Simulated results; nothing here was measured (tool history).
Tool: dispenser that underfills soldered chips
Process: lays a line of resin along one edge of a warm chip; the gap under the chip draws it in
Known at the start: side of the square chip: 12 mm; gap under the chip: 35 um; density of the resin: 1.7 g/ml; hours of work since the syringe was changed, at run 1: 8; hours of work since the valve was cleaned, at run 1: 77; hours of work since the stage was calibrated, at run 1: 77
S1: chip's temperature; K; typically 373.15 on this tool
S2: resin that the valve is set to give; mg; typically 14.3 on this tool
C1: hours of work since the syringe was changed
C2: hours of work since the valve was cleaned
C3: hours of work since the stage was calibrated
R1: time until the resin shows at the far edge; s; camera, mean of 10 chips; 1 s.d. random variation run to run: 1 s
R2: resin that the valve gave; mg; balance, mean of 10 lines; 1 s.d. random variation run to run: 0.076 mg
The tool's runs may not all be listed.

run 1 hour=0 | S1=373.15 S2=14.3 | C1=8 C2=77 C3=77 | R1=138.5 R2=13.76
run 2 hour=2.2 | S1=373.15 S2=14.3 | C1=9 C2=78 C3=78 | R1=146.2 R2=13.6
-- hour=5.2 new syringe of resin
run 3 hour=7.5 | S1=373.15 S2=14.3 | C1=2 C2=82 C3=82 | R1=103.9 R2=13.71
run 4 hour=10 | S1=373.15 S2=14.3 | C1=3 C2=83 C3=83 | R1=110.2 R2=13.56
run 5 hour=12.9 | S1=360.15 S2=14.3 | C1=5 C2=85 C3=85 | R1=196.1 R2=13.53
run 6 hour=15.7 | S1=373.15 S2=14.3 | C1=7 C2=87 C3=87 | R1=134.4 R2=13.65
run 7 hour=18.2 | S1=373.15 S2=14.3 | C1=9 C2=89 C3=89 | R1=144.9 R2=13.58
-- hour=22.1 new syringe of resin
run 8 hour=23.1 | S1=373.15 S2=14.3 | C1=1 C2=92 C3=92 | R1=102.8 R2=13.49
run 9 hour=27.8 | S1=384.15 S2=14.3 | C1=4 C2=95 C3=95 | R1=81.6 R2=13.52
run 10 hour=30.1 | S1=373.15 S2=14.3 | C1=5 C2=96 C3=96 | R1=125.4 R2=13.36
run 11 hour=32.5 | S1=373.15 S2=14.3 | C1=7 C2=98 C3=98 | R1=135.7 R2=13.63
run 12 hour=37.4 | S1=373.15 S2=14.3 | C1=10 C2=101 C3=101 | R1=155.1 R2=13.42
-- hour=39.1 new syringe of resin
run 13 hour=43 | S1=373.15 S2=14.3 | C1=3 C2=105 C3=105 | R1=108 R2=13.42
run 14 hour=46.4 | S1=373.15 S2=14.3 | C1=5 C2=107 C3=107 | R1=118.6 R2=13.38
run 15 hour=49.2 | S1=373.15 S2=14.3 | C1=7 C2=109 C3=109 | R1=132.8 R2=13.53
run 16 hour=53.6 | S1=373.15 S2=14.3 | C1=10 C2=112 C3=112 | R1=147.6 R2=13.42
-- hour=55.9 new syringe of resin
run 17 hour=56.3 | S1=373.15 S2=14.3 | C1=0 C2=114 C3=114 | R1=98 R2=13.31
run 18 hour=60.1 | S1=373.15 S2=14.3 | C1=3 C2=116 C3=116 | R1=110.2 R2=13.25
-- hour=62.8 dispensing valve cleaned and set on the balance
run 19 hour=64.6 | S1=373.15 S2=14.3 | C1=5 C2=1 C3=118 | R1=121.1 R2=14.36
run 20 hour=68.8 | S1=373.15 S2=14.3 | C1=8 C2=4 C3=121 | R1=138 R2=14.33
-- hour=73.7 new syringe of resin
run 21 hour=73.7 | S1=383.15 S2=16.7 | C1=0 C2=7 C3=124 | R1=67.3 R2=16.59
run 22 hour=78.4 | S1=383.15 S2=16.7 | C1=3 C2=10 C3=127 | R1=78.1 R2=16.6
run 23 hour=82.6 | S1=383.15 S2=16.7 | C1=6 C2=13 C3=130 | R1=88.3 R2=16.71
run 24 hour=84.8 | S1=383.15 S2=16.7 | C1=7 C2=15 C3=132 | R1=93.6 R2=16.64
run 25 hour=88.2 | S1=383.15 S2=14.6 | C1=10 C2=17 C3=134 | R1=104.4 R2=14.46
-- hour=90.7 new syringe of resin
run 26 hour=91.3 | S1=366.15 S2=17 | C1=0 C2=19 C3=136 | R1=124.8 R2=16.9
run 27 hour=93.7 | S1=369.15 S2=13.1 | C1=2 C2=20 C3=137 | R1=118.9 R2=13.01
run 28 hour=97.5 | S1=369.15 S2=13.1 | C1=4 C2=23 C3=140 | R1=136.1 R2=12.92
run 29 hour=99.9 | S1=381.15 S2=16.9 | C1=6 C2=24 C3=142 | R1=94.9 R2=16.58
run 30 hour=102.8 | S1=381.15 S2=16.9 | C1=8 C2=26 C3=144 | R1=102.2 R2=16.55
-- hour=107.5 new syringe of resin
run 31 hour=107.8 | S1=381.15 S2=16.9 | C1=0 C2=29 C3=147 | R1=73.3 R2=16.57
run 32 hour=109.9 | S1=381.15 S2=16.9 | C1=2 C2=31 C3=148 | R1=79.4 R2=16.49
run 33 hour=114.2 | S1=373.15 S2=15.2 | C1=4 C2=34 C3=151 | R1=116.1 R2=15.02
run 34 hour=116.8 | S1=373.15 S2=15.2 | C1=6 C2=35 C3=153 | R1=124 R2=14.7
run 35 hour=120.9 | S1=373.15 S2=15.2 | C1=9 C2=38 C3=155 | R1=141.4 R2=14.99
-- hour=124.6 new syringe of resin
run 36 hour=125.1 | S1=368.15 S2=14.9 | C1=0 C2=41 C3=158 | R1=115.6 R2=14.51
run 37 hour=129 | S1=375.15 S2=15.9 | C1=3 C2=43 C3=161 | R1=103.9 R2=15.51

Below are 3 alternative next runs, each starting from the tool's condition after run 37. Predict each:
run A hour=131.9 | S1=371.15 S2=15.9 | C1=5 C2=45 C3=163 | R1=? R2=?
run B hour=131.9 | S1=360.15 S2=13 | C1=5 C2=45 C3=163 | R1=? R2=?
run C hour=131.9 | S1=373.15 S2=18 | C1=5 C2=45 C3=163 | R1=? R2=?

run=A R1=129.1 R2=15.31
run=B R1=195.6 R2=12.68
run=C R1=117.4 R2=17.69
Without the tool's hidden state the same runs would have given:
run=A R1=101.9 R2=15.7
run=B R1=153.8 R2=13
run=C R1=92.6 R2=18.13
